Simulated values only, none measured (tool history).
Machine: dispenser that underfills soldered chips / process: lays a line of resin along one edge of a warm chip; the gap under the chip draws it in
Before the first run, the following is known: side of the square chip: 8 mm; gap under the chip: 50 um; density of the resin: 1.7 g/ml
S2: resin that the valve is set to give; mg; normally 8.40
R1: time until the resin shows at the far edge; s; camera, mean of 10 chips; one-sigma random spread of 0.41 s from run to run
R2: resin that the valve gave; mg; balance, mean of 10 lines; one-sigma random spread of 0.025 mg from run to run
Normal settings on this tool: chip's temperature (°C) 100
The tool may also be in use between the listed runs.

Run 1, hour 0.0: usual settings. Result: R1 34.6 s, R2 8.34 mg.
Run 2, hour 6.0: usual settings. Result: R1 41.8 s, R2 8.30 mg.
Run 3, hour 12.0: usual settings. Result: R1 51.5 s, R2 8.35 mg.
At hour 13.5: new syringe of resin.
Run 4, hour 19.7: usual settings. Result: R1 36.4 s, R2 8.30 mg.
At hour 23.8: dispensing valve cleaned and set on the balance.
Run 5, hour 30.7: usual settings. Result: R1 50.8 s, R2 8.38 mg.
At hour 32.2: new syringe of resin.
Run 6, hour 37.6: usual settings. Result: R1 36.2 s, R2 8.40 mg.
Run 7, hour 45.4: usual settings. Result: R1 46.3 s, R2 8.39 mg.
At hour 49.7: new syringe of resin.
Run 8, hour 55.3: usual settings but S2 7.62 mg. Result: R1 36.1 s, R2 7.50 mg.
Run 9, hour 63.7: usual settings but S2 7.30 mg. Result: R1 49.2 s, R2 7.27 mg.
At hour 67.6: new syringe of resin.
Run 10, hour 75.1: usual settings but S2 7.30 mg. Result: R1 40.6 s, R2 7.18 mg.
At hour 85.4: new syringe of resin.
Run 11, hour 86.2: usual settings but S2 7.30 mg. Result: R1 31.8 s, R2 7.22 mg.
Run 12, hour 92.6: usual settings but S2 7.30 mg. Result: R1 39.2 s, R2 7.19 mg.
At hour 95.3: dispensing valve cleaned and set on the balance.
At hour 104.1: new syringe of resin.
Run 13, hour 104.9: usual settings but S2 7.30 mg. Result: R1 31.9 s, R2 7.29 mg.
Run 14, hour 111.9: usual settings but S2 7.30 mg. Result: R1 40.9 s, R2 7.28 mg.
Run 15, hour 117.1: usual settings but chip's temperature (°C) 111. Result: R1 34.8 s, R2 8.37 mg.
At hour 121.6: new syringe of resin.
Run 16, hour 123.7: usual settings but chip's temperature (°C) 111. Result: R1 24.6 s, R2 8.36 mg.
Run 17, hour 129.9: usual settings but chip's temperature (°C) 111. Result: R1 30.4 s, R2 8.38 mg.
At hour 139.1: new syringe of resin.
Run 18, hour 139.1: usual settings but chip's temperature (°C) 101, S2 7.64 mg. Result: R1 29.3 s, R2 7.59 mg.
Run 19, hour 144.8: usual settings but chip's temperature (°C) 101, S2 7.64 mg. Result: R1 36.6 s, R2 7.60 mg.
Run 20, hour 154.9: usual settings but chip's temperature (°C) 94, S2 8.95 mg. Result: R1 60.1 s, R2 8.81 mg.
At hour 156.8: new syringe of resin.
Run 21, hour 163.2: usual settings but chip's temperature (°C) 94, S2 8.95 mg. Result: R1 44.7 s, R2 8.87 mg.
At hour 166.8: dispensing valve cleaned and set on the balance.
Run 22, hour 170.2: usual settings but chip's temperature (°C) 103, S2 8.72 mg. Result: R1 42.7 s, R2 8.79 mg.
At hour 175.1: new syringe of resin.
Run 23, hour 177.8: usual settings but chip's temperature (°C) 103, S2 8.72 mg. Result: R1 29.8 s, R2 8.72 mg.
Run 24, hour 187.3: usual settings but chip's temperature (°C) 103, S2 8.72 mg. Result: R1 42.2 s, R2 8.70 mg.
At hour 193.2: new syringe of resin.
Run 25, hour 196.4: usual settings but chip's temperature (°C) 103, S2 8.72 mg. Result: R1 30.7 s, R2 8.69 mg.
Run 26, hour 203.3: usual settings but chip's temperature (°C) 103, S2 8.72 mg. Result: R1 40.0 s, R2 8.67 mg.
At hour 210.6: new syringe of resin.
Run 27, hour 212.2: usual settings but chip's temperature (°C) 90, S2 7.92 mg. Result: R1 44.0 s, R2 7.90 mg.
Run 28, hour 219.9: usual settings but chip's temperature (°C) 94, S2 7.92 mg. Result: R1 50.6 s, R2 7.86 mg.
At hour 228.3: new syringe of resin.
Run 29, hour 229.4: usual settings but chip's temperature (°C) 115. Result: R1 21.8 s, R2 8.30 mg.
At hour 237.8: dispensing valve cleaned and set on the balance.
Run 30, hour 240.2: usual settings but chip's temperature (°C) 92, S2 7.56 mg. Result: R1 56.8 s, R2 7.53 mg.
At hour 247.0: new syringe of resin.
Run 31, hour 249.6: usual settings but S2 8.46 mg. Result: R1 33.7 s, R2 8.47 mg.
Run 32, hour 258.5: usual settings but chip's temperature (°C) 112, S2 9.23 mg. Result: R1 30.8 s, R2 9.16 mg.
At hour 265.0: new syringe of resin.
Run 33, hour 265.0: usual settings but chip's temperature (°C) 113, S2 10.39 mg. Result: R1 20.9 s, R2 10.31 mg.
Run 34, hour 274.6: usual settings but chip's temperature (°C) 99. Result: R1 44.2 s, R2 8.35 mg.

How would selected steps in R1 from run to run divide? Give the signed amount a tool lacking its hidden state would still show from settings, what came in and random variation, and the signed amount left for the hidden state, including any gauge scatter that is not in both of the compared results.
Unlogged tool condition in this case: resin's viscosity, % of fresh resin's; dose that the valve gives, % of what is set; true chip temperature over the reading, C; drift of the gauge itself on fill_s, %; drift of the gauge itself on given_mg, %.
Run 19 -> 20: chip's temperature (°C) 101 -> 94, S2 7.64 -> 8.95. R1 +23.5 s: hidden state +18.6, all else +4.9.
Run 20 -> 21: new syringe of resin. R1 -15.4 s: hidden state -15.3, all else -0.1.
Run 28 -> 29: chip's temperature (°C) 94 -> 115, S2 7.92 -> 8.40, new syringe of resin. R1 -28.8 s: hidden state -14.5, all else -14.3.
Run 29 -> 30: chip's temperature (°C) 115 -> 92, S2 8.40 -> 7.56, dispensing valve cleaned and set on the balance. R1 +35.0 s: hidden state +18.2, all else +16.8.
